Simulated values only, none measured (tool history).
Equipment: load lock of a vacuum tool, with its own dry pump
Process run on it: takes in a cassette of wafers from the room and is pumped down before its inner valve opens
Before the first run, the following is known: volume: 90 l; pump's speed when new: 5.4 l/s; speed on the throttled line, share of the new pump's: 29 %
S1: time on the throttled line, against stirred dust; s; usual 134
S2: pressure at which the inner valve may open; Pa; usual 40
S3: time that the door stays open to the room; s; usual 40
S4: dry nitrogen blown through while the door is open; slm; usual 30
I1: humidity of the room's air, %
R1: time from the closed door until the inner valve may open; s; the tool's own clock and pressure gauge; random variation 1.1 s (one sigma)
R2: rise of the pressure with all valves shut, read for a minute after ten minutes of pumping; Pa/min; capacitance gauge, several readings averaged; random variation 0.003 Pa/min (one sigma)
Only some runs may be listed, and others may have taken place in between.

run 1 hour=0.0 | S1=134 S2=40 S3=40 S4=30 | I1=46.3 | R1=235.8 R2=0.038
run 2 hour=89.5 | S1=134 S2=40 S3=40 S4=30 | I1=47.7 | R1=236.7 R2=0.042
run 3 hour=150.6 | S1=134 S2=40 S3=40 S4=30 | I1=45.6 | R1=237.0 R2=0.037
run 4 hour=223.7 | S1=134 S2=34 S3=40 S4=30 | I1=48.5 | R1=240.3 R2=0.042
run 5 hour=346.2 | S1=134 S2=34 S3=40 S4=30 | I1=45.7 | R1=240.4 R2=0.037
run 6 hour=411.8 | S1=134 S2=34 S3=40 S4=30 | I1=44.2 | R1=240.0 R2=0.039
run 7 hour=472.1 | S1=134 S2=34 S3=40 S4=30 | I1=45.4 | R1=242.1 R2=0.041
run 8 hour=536.2 | S1=134 S2=34 S3=40 S4=30 | I1=42.0 | R1=240.1 R2=0.039
run 9 hour=593.2 | S1=134 S2=34 S3=40 S4=30 | I1=47.7 | R1=238.5 R2=0.043
run 10 hour=684.7 | S1=134 S2=40 S3=40 S4=7 | I1=46.1 | R1=236.1 R2=0.062
run 11 hour=793.5 | S1=134 S2=40 S3=40 S4=7 | I1=44.1 | R1=237.0 R2=0.058
run 12 hour=902.1 | S1=134 S2=40 S3=40 S4=7 | I1=47.9 | R1=238.1 R2=0.056
run 13 hour=1007.6 | S1=134 S2=40 S3=40 S4=7 | I1=43.2 | R1=236.8 R2=0.056
run 14 hour=1094.2 | S1=134 S2=40 S3=162 S4=30 | I1=44.3 | R1=236.4 R2=0.079
run 15 hour=1176.6 | S1=134 S2=40 S3=40 S4=30 | I1=44.0 | R1=236.0 R2=0.042
run 16 hour=1253.2 | S1=134 S2=40 S3=210 S4=30 | I1=43.8 | R1=237.2 R2=0.082
run 17 hour=1365.6 | S1=134 S2=40 S3=210 S4=30 | I1=46.5 | R1=239.0 R2=0.087
run 18 hour=1485.7 | S1=96 S2=34 S3=40 S4=16 | I1=41.4 | R1=214.8 R2=0.040
run 19 hour=1562.0 | S1=81 S2=34 S3=40 S4=34 | I1=43.2 | R1=207.0 R2=0.042
run 20 hour=1642.5 | S1=134 S2=32 S3=40 S4=11 | I1=43.5 | R1=243.5 R2=0.051
run 21 hour=1706.7 | S1=176 S2=41 S3=39 S4=35 | I1=50.6 | R1=267.1 R2=0.040
run 22 hour=1796.0 | S1=176 S2=41 S3=39 S4=35 | I1=45.2 | R1=266.9 R2=0.041
run 23 hour=1867.7 | S1=176 S2=40 S3=39 S4=35 | I1=47.8 | R1=266.3 R2=0.047
run 24 hour=1932.8 | S1=176 S2=40 S3=39 S4=35 | I1=47.0 | R1=268.1 R2=0.047
run 25 hour=2048.8 | S1=242 S2=40 S3=111 S4=4 | I1=47.5 | R1=313.2 R2=0.098
run 26 hour=2139.4 | S1=173 S2=40 S3=111 S4=4 | I1=46.7 | R1=264.7 R2=0.104
run 27 hour=2220.3 | S1=92 S2=40 S3=40 S4=9 | I1=48.1 | R1=210.9 R2=0.064
run 28 hour=2283.4 | S1=237 S2=40 S3=40 S4=9 | I1=41.6 | R1=311.2 R2=0.061
run 29 hour=2336.3 | S1=237 S2=40 S3=40 S4=9 | I1=47.1 | R1=310.2 R2=0.058

Measured result minus the same run's result without the hidden state. Both carry the same run-to-run variation, though not necessarily the same gauge scatter:
Hidden state present: pump's speed, % of a new pump's; leak at the door's seal, Pa l/s; drift of the gauge itself on ready_s, %; drift of the gauge itself on rise_pa_min, %.
run=1 R1=+10.4 R2=+0.014
run=2 R1=+10.7 R2=+0.015
run=3 R1=+10.7 R2=+0.015
run=4 R1=+11.2 R2=+0.015
run=5 R1=+11.3 R2=+0.016
run=6 R1=+11.5 R2=+0.016
run=7 R1=+11.6 R2=+0.016
run=8 R1=+11.5 R2=+0.016
run=9 R1=+11.6 R2=+0.017
run=10 R1=+11.4 R2=+0.017
run=11 R1=+11.6 R2=+0.017
run=12 R1=+11.8 R2=+0.017
run=13 R1=+11.8 R2=+0.018
run=14 R1=+11.9 R2=+0.018
run=15 R1=+12.0 R2=+0.019
run=16 R1=+12.2 R2=+0.019
run=17 R1=+12.5 R2=+0.020
run=18 R1=+14.4 R2=+0.020
run=19 R1=+15.2 R2=+0.020
run=20 R1=+13.4 R2=+0.021
run=21 R1=+11.1 R2=+0.021
run=22 R1=+11.3 R2=+0.021
run=23 R1=+11.3 R2=+0.021
run=24 R1=+11.5 R2=+0.021
run=25 R1=+8.9 R2=+0.022
run=26 R1=+11.8 R2=+0.023
run=27 R1=+15.4 R2=+0.023
run=28 R1=+9.3 R2=+0.023
run=29 R1=+9.3 R2=+0.023
